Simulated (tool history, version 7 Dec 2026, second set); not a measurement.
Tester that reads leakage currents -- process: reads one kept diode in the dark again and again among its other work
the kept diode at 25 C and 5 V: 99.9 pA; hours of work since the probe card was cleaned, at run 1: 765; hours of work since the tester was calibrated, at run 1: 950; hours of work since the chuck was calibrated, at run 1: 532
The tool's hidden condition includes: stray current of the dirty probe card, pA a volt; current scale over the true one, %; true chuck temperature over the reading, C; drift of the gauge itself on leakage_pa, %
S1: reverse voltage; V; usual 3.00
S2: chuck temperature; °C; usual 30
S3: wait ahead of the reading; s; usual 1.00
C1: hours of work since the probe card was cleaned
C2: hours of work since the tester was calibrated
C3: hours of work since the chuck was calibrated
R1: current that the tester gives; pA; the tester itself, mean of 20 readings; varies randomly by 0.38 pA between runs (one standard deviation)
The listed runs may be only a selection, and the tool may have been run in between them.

| run | hour | S1 | S2 | S3 | C1 | C2 | C3 | R1 |
|---|---|---|---|---|---|---|---|---|
| 1 | 0.0 | 3.00 | 30 | 1.00 | 765 | 950 | 532 | 121.32 |
| 2 | 99.1 | 3.00 | 30 | 1.00 | 823 | 1008 | 590 | 119.88 |
| 3 | 270.9 | 3.00 | 30 | 1.00 | 923 | 1108 | 690 | 119.60 |
| 4 | 508.2 | 3.00 | 30 | 0.84 | 1061 | 1246 | 828 | 117.86 |
| 5 | 630.9 | 3.00 | 30 | 0.84 | 1133 | 1318 | 900 | 117.20 |
|  | 694.6 | chuck's temperature calibrated |
| 6 | 870.1 | 3.00 | 30 | 0.84 | 1271 | 1456 | 102 | 125.52 |
| 7 | 986.9 | 3.00 | 30 | 0.84 | 1339 | 1524 | 170 | 124.97 |
| 8 | 1158.1 | 3.00 | 32 | 0.84 | 1439 | 1624 | 270 | 147.29 |
| 9 | 1355.5 | 4.15 | 44 | 1.41 | 1554 | 1739 | 385 | 452.99 |
| 10 | 1551.2 | 6.14 | 23 | 0.38 | 1668 | 1853 | 499 | 96.25 |
| 11 | 1776.3 | 9.62 | 57 | 0.38 | 1799 | 1984 | 630 | 1749.94 |
| 12 | 2013.9 | 9.66 | 24 | 0.68 | 1938 | 2123 | 769 | 128.45 |

Results per run with the tool's hidden condition removed, run-to-run variation unchanged:
| run | R1 |
|---|---|
| 1 | 126.02 |
| 2 | 125.03 |
| 3 | 125.63 |
| 4 | 125.07 |
| 5 | 125.06 |
| 6 | 124.96 |
| 7 | 125.02 |
| 8 | 149.13 |
| 9 | 468.61 |
| 10 | 93.42 |
| 11 | 1849.77 |
| 12 | 123.50 |
